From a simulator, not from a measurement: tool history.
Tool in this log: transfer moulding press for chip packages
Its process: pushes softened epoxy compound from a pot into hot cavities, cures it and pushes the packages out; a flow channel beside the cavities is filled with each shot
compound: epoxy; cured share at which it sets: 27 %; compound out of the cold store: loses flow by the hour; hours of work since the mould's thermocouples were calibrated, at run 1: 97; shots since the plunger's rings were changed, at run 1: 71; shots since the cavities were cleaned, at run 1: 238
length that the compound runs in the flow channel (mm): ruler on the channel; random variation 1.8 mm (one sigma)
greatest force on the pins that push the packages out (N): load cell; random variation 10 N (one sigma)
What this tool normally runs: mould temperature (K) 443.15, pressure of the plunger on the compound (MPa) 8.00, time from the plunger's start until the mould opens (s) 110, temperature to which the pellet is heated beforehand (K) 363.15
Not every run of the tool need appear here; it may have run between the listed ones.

| run | day | mould temperature (K) | pressure of the plunger on the compound (MPa) | time from the plunger's start until the mould opens (s) | temperature to which the pellet is heated beforehand (K) | hours of work since the mould's thermocouples were calibrated | shots since the plunger's rings were changed | shots since the cavities were cleaned | incoming compound's hours out of the cold store | length that the compound runs in the flow channel (mm) | greatest force on the pins that push the packages out (N) |
|---|---|---|---|---|---|---|---|---|---|---|---|
| 1 | 0.000 | 443.15 | 8.00 | 110 | 363.15 | 97 | 71 | 238 | 39.5 | 474 | 617 |
| 2 | 0.175 | 443.15 | 8.00 | 110 | 368.15 | 100 | 118 | 285 | 20.7 | 542 | 672 |
| 3 | 0.558 | 440.15 | 8.00 | 110 | 363.15 | 106 | 221 | 388 | 9.9 | 593 | 816 |
| 4 | 0.846 | 440.15 | 8.00 | 110 | 363.15 | 111 | 299 | 466 | 21.3 | 544 | 836 |
| 5 | 1.100 | 440.15 | 8.00 | 110 | 363.15 | 115 | 368 | 535 | 21.8 | 542 | 864 |
| 6 | 1.375 | 440.15 | 8.00 | 110 | 363.15 | 119 | 442 | 609 | 36.1 | 491 | 854 |
| 7 | 1.629 | 445.15 | 8.00 | 119 | 363.15 | 123 | 510 | 677 | 32.0 | 494 | 701 |
| 8 | 1.862 | 444.15 | 8.00 | 119 | 363.15 | 127 | 573 | 740 | 29.6 | 503 | 730 |
| 9 | 2.233 | 444.15 | 8.00 | 119 | 363.15 | 133 | 672 | 839 | 14.0 | 562 | 750 |
| 10 | 2.462 | 446.15 | 8.79 | 134 | 372.15 | 137 | 735 | 902 | 37.8 | 493 | 746 |
| 11 | 2.817 | 446.15 | 9.75 | 91 | 369.15 | 143 | 830 | 997 | 43.4 | 494 | 884 |

Each row is a separate what-if for the run after 11, all from the same tool condition, not one after another. Results?
|  | 3.079 | cavities cleaned with cleaning compound and waxed |
| A | 3.100 | 448.15 | 8.00 | 110 | 363.15 | 147 | 890 | 6 | 36.6 | ? | ? |
|  | 3.079 | cavities cleaned with cleaning compound and waxed |
| B | 3.100 | 449.15 | 9.75 | 109 | 362.15 | 147 | 890 | 6 | 25.3 | ? | ? |
|  | 3.079 | cavities cleaned with cleaning compound and waxed |
| C | 3.100 | 443.15 | 7.15 | 110 | 363.15 | 147 | 890 | 6 | 21.3 | ? | ? |
|  | 3.079 | cavities cleaned with cleaning compound and waxed |
| D | 3.100 | 441.15 | 7.15 | 110 | 363.15 | 147 | 890 | 6 | 34.3 | ? | ? |
|  | 3.079 | cavities cleaned with cleaning compound and waxed |
| E | 3.100 | 442.15 | 8.54 | 110 | 363.15 | 147 | 890 | 6 | 28.8 | ? | ? |

| run | length that the compound runs in the flow channel (mm) | greatest force on the pins that push the packages out (N) |
|---|---|---|
| A | 471 | 456 |
| B | 558 | 441 |
| C | 503 | 506 |
| D | 464 | 542 |
| E | 527 | 526 |
Had the tool no hidden state, the same runs would have come out as:
| run | length that the compound runs in the flow channel (mm) | greatest force on the pins that push the packages out (N) |
|---|---|---|
| A | 477 | 435 |
| B | 566 | 420 |
| C | 509 | 476 |
| D | 470 | 507 |
| E | 534 | 493 |

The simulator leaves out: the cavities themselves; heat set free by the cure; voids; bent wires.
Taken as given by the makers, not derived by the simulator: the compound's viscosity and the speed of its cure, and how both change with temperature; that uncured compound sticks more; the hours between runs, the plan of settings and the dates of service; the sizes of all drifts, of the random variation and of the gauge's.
